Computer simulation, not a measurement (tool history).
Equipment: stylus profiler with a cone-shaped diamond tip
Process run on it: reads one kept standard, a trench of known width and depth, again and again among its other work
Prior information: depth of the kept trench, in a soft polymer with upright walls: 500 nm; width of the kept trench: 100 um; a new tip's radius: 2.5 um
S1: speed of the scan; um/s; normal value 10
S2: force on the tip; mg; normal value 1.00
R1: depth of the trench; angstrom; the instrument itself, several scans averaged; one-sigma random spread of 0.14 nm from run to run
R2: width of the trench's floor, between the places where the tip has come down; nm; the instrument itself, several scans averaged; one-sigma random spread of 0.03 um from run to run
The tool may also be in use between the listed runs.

run 1 day=0.000 | S1=10 S2=1.00 | R1=5044.7 R2=96920
run 2 day=4.300 | S1=16 S2=1.00 | R1=5040.1 R2=96910
run 3 day=9.738 | S1=16 S2=1.00 | R1=5040.5 R2=96940
run 4 day=13.725 | S1=10 S2=1.79 | R1=5064.6 R2=96930
run 5 day=18.617 | S1=10 S2=1.79 | R1=5064.9 R2=96930
run 6 day=23.617 | S1=9 S2=1.00 | R1=5045.1 R2=96930
run 7 day=28.812 | S1=9 S2=1.00 | R1=5040.9 R2=96960
run 8 day=34.208 | S1=9 S2=1.00 | R1=5041.7 R2=96940
run 9 day=38.021 | S1=9 S2=0.64 | R1=5031.9 R2=96880
run 10 day=43.342 | S1=10 S2=0.57 | R1=5033.7 R2=96960
-- day=44.338 height scale calibrated on a step standard
run 11 day=46.433 | S1=10 S2=0.57 | R1=5030.8 R2=96890
run 12 day=50.333 | S1=10 S2=0.57 | R1=5028.0 R2=96980
run 13 day=53.638 | S1=3 S2=1.00 | R1=5042.1 R2=96950
run 14 day=58.508 | S1=10 S2=1.00 | R1=5043.3 R2=96910
run 15 day=62.871 | S1=10 S2=1.00 | R1=5043.2 R2=96900
run 16 day=66.921 | S1=10 S2=1.00 | R1=5043.6 R2=96930
run 17 day=71.529 | S1=10 S2=0.68 | R1=5031.3 R2=96970
run 18 day=77.671 | S1=10 S2=0.68 | R1=5033.7 R2=96940
run 19 day=82.217 | S1=10 S2=0.68 | R1=5031.6 R2=96930
run 20 day=85.442 | S1=10 S2=0.68 | R1=5033.2 R2=96900
run 21 day=88.846 | S1=10 S2=0.68 | R1=5035.6 R2=96930
-- day=89.800 height scale calibrated on a step standard
run 22 day=93.308 | S1=4 S2=1.00 | R1=5042.2 R2=96960
run 23 day=97.238 | S1=10 S2=1.00 | R1=5043.2 R2=96950
run 24 day=100.117 | S1=17 S2=1.37 | R1=5052.1 R2=96950
run 25 day=104.654 | S1=7 S2=2.45 | R1=5079.3 R2=97010
run 26 day=110.538 | S1=17 S2=2.27 | R1=5073.9 R2=96900
run 27 day=113.425 | S1=25 S2=1.61 | R1=5059.9 R2=96900
run 28 day=119.146 | S1=25 S2=1.61 | R1=5059.7 R2=96870
run 29 day=121.833 | S1=5 S2=0.93 | R1=5044.3 R2=96930
run 30 day=125.742 | S1=8 S2=0.88 | R1=5039.1 R2=96940
run 31 day=129.908 | S1=38 S2=0.88 | R1=5039.9 R2=96760
run 32 day=134.442 | S1=38 S2=1.73 | R1=5064.6 R2=96880
-- day=135.371 height scale calibrated on a step standard
run 33 day=138.317 | S1=22 S2=1.00 | R1=5042.7 R2=96880
run 34 day=143.488 | S1=32 S2=1.00 | R1=5042.3 R2=96860
run 35 day=147.217 | S1=9 S2=0.38 | R1=5024.2 R2=96890
run 36 day=152.779 | S1=2 S2=1.04 | R1=5042.0 R2=96970
run 37 day=158.104 | S1=30 S2=0.73 | R1=5034.3 R2=96850
run 38 day=161.475 | S1=3 S2=2.12 | R1=5072.4 R2=96960
run 39 day=166.204 | S1=10 S2=0.65 | R1=5032.5 R2=96940
run 40 day=170.075 | S1=7 S2=0.35 | R1=5021.7 R2=96880
run 41 day=175.529 | S1=7 S2=0.35 | R1=5021.1 R2=96910
run 42 day=179.246 | S1=7 S2=0.35 | R1=5022.3 R2=96880
-- day=181.000 height scale calibrated on a step standard
run 43 day=185.229 | S1=11 S2=0.76 | R1=5034.9 R2=96930
run 44 day=187.767 | S1=11 S2=0.76 | R1=5036.0 R2=96930
run 45 day=191.308 | S1=2 S2=1.62 | R1=5058.5 R2=96970

Forecast each of these 3 alternatives for the next run:
-- day=192.133 new tip fitted, height scale calibrated
run A day=193.879 | S1=24 S2=1.62 | R1=? R2=?
-- day=192.133 new tip fitted, height scale calibrated
run B day=193.879 | S1=4 S2=0.99 | R1=? R2=?
-- day=192.133 new tip fitted, height scale calibrated
run C day=193.879 | S1=2 S2=1.07 | R1=? R2=?

run=A R1=5059.0 R2=96960
run=B R1=5042.0 R2=96980
run=C R1=5042.5 R2=96970
What these runs would have given with no unlogged condition in the tool:
run=A R1=5058.9 R2=96960
run=B R1=5042.0 R2=96990
run=C R1=5042.5 R2=96970

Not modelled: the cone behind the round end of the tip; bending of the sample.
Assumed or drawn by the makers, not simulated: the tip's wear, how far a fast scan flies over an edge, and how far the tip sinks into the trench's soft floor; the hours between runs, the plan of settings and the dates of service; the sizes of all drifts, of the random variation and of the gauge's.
